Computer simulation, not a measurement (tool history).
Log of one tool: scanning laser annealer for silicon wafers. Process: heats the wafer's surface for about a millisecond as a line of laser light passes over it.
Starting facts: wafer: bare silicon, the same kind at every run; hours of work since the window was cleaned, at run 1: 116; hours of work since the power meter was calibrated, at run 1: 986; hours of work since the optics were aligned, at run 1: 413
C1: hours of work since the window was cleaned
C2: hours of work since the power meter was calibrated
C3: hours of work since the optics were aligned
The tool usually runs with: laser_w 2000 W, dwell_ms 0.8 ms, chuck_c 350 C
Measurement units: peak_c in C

{"run": 1, "hour": 0.0, "laser_w": 2000, "dwell_ms": 0.8, "chuck_c": 350, "C1": 116, "C2": 986, "C3": 413, "peak_c": 1088}
{"run": 2, "hour": 37.3, "laser_w": 2136, "dwell_ms": 0.8, "chuck_c": 350, "C1": 139, "C2": 1009, "C3": 436, "peak_c": 1153}
{"run": 3, "hour": 55.4, "laser_w": 2136, "dwell_ms": 0.8, "chuck_c": 350, "C1": 150, "C2": 1020, "C3": 448, "peak_c": 1148}
{"run": 4, "hour": 87.4, "laser_w": 2136, "dwell_ms": 0.8, "chuck_c": 350, "C1": 170, "C2": 1040, "C3": 467, "peak_c": 1148}
{"run": 5, "hour": 117.7, "laser_w": 2000, "dwell_ms": 0.8, "chuck_c": 338, "C1": 188, "C2": 1058, "C3": 486, "peak_c": 1068}
{"run": 6, "hour": 146.2, "laser_w": 2000, "dwell_ms": 0.8, "chuck_c": 338, "C1": 206, "C2": 1076, "C3": 504, "peak_c": 1071}
{"run": 7, "hour": 164.8, "laser_w": 2000, "dwell_ms": 0.8, "chuck_c": 338, "C1": 218, "C2": 1088, "C3": 515, "peak_c": 1070}
{"run": 8, "hour": 193.8, "laser_w": 2000, "dwell_ms": 0.8, "chuck_c": 351, "C1": 236, "C2": 1106, "C3": 533, "peak_c": 1079}
{"run": 9, "hour": 228.6, "laser_w": 2000, "dwell_ms": 0.8, "chuck_c": 350, "C1": 257, "C2": 1127, "C3": 555, "peak_c": 1081}
{"run": 10, "hour": 257.2, "laser_w": 2000, "dwell_ms": 0.8, "chuck_c": 350, "C1": 275, "C2": 1145, "C3": 573, "peak_c": 1078}
{"run": 11, "hour": 296.8, "laser_w": 2000, "dwell_ms": 0.8, "chuck_c": 320, "C1": 299, "C2": 1169, "C3": 597, "peak_c": 1045}
{"run": 12, "hour": 330.0, "laser_w": 2000, "dwell_ms": 0.8, "chuck_c": 320, "C1": 320, "C2": 1190, "C3": 618, "peak_c": 1042}
{"run": 13, "hour": 360.3, "laser_w": 2022, "dwell_ms": 0.8, "chuck_c": 350, "C1": 339, "C2": 1209, "C3": 637, "peak_c": 1086}
{"run": 14, "hour": 393.8, "laser_w": 2188, "dwell_ms": 0.8, "chuck_c": 350, "C1": 360, "C2": 1230, "C3": 657, "peak_c": 1159}
{"run": 15, "hour": 417.6, "laser_w": 2000, "dwell_ms": 0.8, "chuck_c": 350, "C1": 374, "C2": 1244, "C3": 672, "peak_c": 1070}
{"run": 16, "hour": 457.6, "laser_w": 2000, "dwell_ms": 0.8, "chuck_c": 350, "C1": 399, "C2": 1269, "C3": 697, "peak_c": 1066}
{"run": 17, "hour": 482.5, "laser_w": 2000, "dwell_ms": 0.8, "chuck_c": 350, "C1": 415, "C2": 1285, "C3": 712, "peak_c": 1069}
{"run": 18, "hour": 500.1, "laser_w": 2000, "dwell_ms": 0.8, "chuck_c": 350, "C1": 425, "C2": 1295, "C3": 723, "peak_c": 1067}
{"run": 19, "hour": 531.1, "laser_w": 2000, "dwell_ms": 0.8, "chuck_c": 350, "C1": 445, "C2": 1315, "C3": 742, "peak_c": 1064}
{"run": 20, "hour": 552.1, "laser_w": 2000, "dwell_ms": 0.8, "chuck_c": 350, "C1": 458, "C2": 1328, "C3": 755, "peak_c": 1065}
{"run": 21, "hour": 587.0, "laser_w": 2000, "dwell_ms": 0.8, "chuck_c": 350, "C1": 479, "C2": 1349, "C3": 777, "peak_c": 1064}
{"run": 22, "hour": 618.3, "laser_w": 2000, "dwell_ms": 0.8, "chuck_c": 350, "C1": 499, "C2": 1369, "C3": 796, "peak_c": 1062}
{"run": 23, "hour": 655.3, "laser_w": 2000, "dwell_ms": 0.8, "chuck_c": 350, "C1": 522, "C2": 1392, "C3": 819, "peak_c": 1058}
{"run": 24, "hour": 672.3, "laser_w": 2000, "dwell_ms": 0.562, "chuck_c": 350, "C1": 532, "C2": 1402, "C3": 830, "peak_c": 953}
{"run": 25, "hour": 690.2, "laser_w": 2000, "dwell_ms": 0.562, "chuck_c": 350, "C1": 543, "C2": 1413, "C3": 841, "peak_c": 950}
{"hour": 708.2, "done": "window over the wafer cleaned"}
{"run": 26, "hour": 733.4, "laser_w": 1919, "dwell_ms": 0.591, "chuck_c": 324, "C1": 16, "C2": 1439, "C3": 867, "peak_c": 931}
{"run": 27, "hour": 768.8, "laser_w": 1850, "dwell_ms": 0.8, "chuck_c": 350, "C1": 38, "C2": 1461, "C3": 889, "peak_c": 1016}
{"run": 28, "hour": 788.4, "laser_w": 1725, "dwell_ms": 0.8, "chuck_c": 350, "C1": 50, "C2": 1473, "C3": 901, "peak_c": 959}
{"run": 29, "hour": 807.6, "laser_w": 2054, "dwell_ms": 0.751, "chuck_c": 350, "C1": 62, "C2": 1485, "C3": 913, "peak_c": 1089}
{"run": 30, "hour": 825.1, "laser_w": 2000, "dwell_ms": 0.873, "chuck_c": 389, "C1": 72, "C2": 1496, "C3": 923, "peak_c": 1153}
{"run": 31, "hour": 846.8, "laser_w": 1770, "dwell_ms": 0.902, "chuck_c": 389, "C1": 86, "C2": 1509, "C3": 937, "peak_c": 1054}
{"run": 32, "hour": 864.2, "laser_w": 1770, "dwell_ms": 0.902, "chuck_c": 389, "C1": 97, "C2": 1520, "C3": 948, "peak_c": 1051}
{"run": 33, "hour": 892.5, "laser_w": 2136, "dwell_ms": 0.71, "chuck_c": 381, "C1": 114, "C2": 1537, "C3": 965, "peak_c": 1133}
{"run": 34, "hour": 925.3, "laser_w": 2136, "dwell_ms": 0.897, "chuck_c": 381, "C1": 135, "C2": 1558, "C3": 986, "peak_c": 1218}
{"run": 35, "hour": 950.1, "laser_w": 2009, "dwell_ms": 0.8, "chuck_c": 346, "C1": 150, "C2": 1573, "C3": 1001, "peak_c": 1079}
{"run": 36, "hour": 991.0, "laser_w": 2009, "dwell_ms": 0.847, "chuck_c": 389, "C1": 175, "C2": 1598, "C3": 1026, "peak_c": 1140}
{"run": 37, "hour": 1010.0, "laser_w": 2180, "dwell_ms": 0.779, "chuck_c": 357, "C1": 187, "C2": 1610, "C3": 1038, "peak_c": 1158}
{"run": 38, "hour": 1035.1, "laser_w": 1707, "dwell_ms": 0.601, "chuck_c": 312, "C1": 203, "C2": 1626, "C3": 1054, "peak_c": 831}
{"run": 39, "hour": 1074.6, "laser_w": 1707, "dwell_ms": 0.601, "chuck_c": 312, "C1": 227, "C2": 1650, "C3": 1078, "peak_c": 831}
{"run": 40, "hour": 1101.2, "laser_w": 2000, "dwell_ms": 0.8, "chuck_c": 328, "C1": 244, "C2": 1667, "C3": 1094, "peak_c": 1051}

Subtracting, for every run, the result it would have given without the tool's unlogged condition from the measured result gives the following. The same run-to-run variation enters both numbers; the gauge's scatter may not:
Hidden conditions of the tool in this case: light that passes the window, % of a clean one's; laser's true power over the reading, %; width of the line over the set one, %; drift of the gauge itself on peak_c, C.
run=1 peak_c=-10
run=2 peak_c=-13
run=3 peak_c=-14
run=4 peak_c=-14
run=5 peak_c=-15
run=6 peak_c=-16
run=7 peak_c=-16
run=8 peak_c=-18
run=9 peak_c=-20
run=10 peak_c=-21
run=11 peak_c=-22
run=12 peak_c=-23
run=13 peak_c=-24
run=14 peak_c=-29
run=15 peak_c=-27
run=16 peak_c=-28
run=17 peak_c=-29
run=18 peak_c=-30
run=19 peak_c=-31
run=20 peak_c=-32
run=21 peak_c=-33
run=22 peak_c=-34
run=23 peak_c=-36
run=24 peak_c=-31
run=25 peak_c=-32
run=26 peak_c=-8
run=27 peak_c=-10
run=28 peak_c=-10
run=29 peak_c=-12
run=30 peak_c=-14
run=31 peak_c=-13
run=32 peak_c=-14
run=33 peak_c=-17
run=34 peak_c=-20
run=35 peak_c=-19
run=36 peak_c=-21
run=37 peak_c=-22
run=38 peak_c=-16
run=39 peak_c=-17
run=40 peak_c=-25
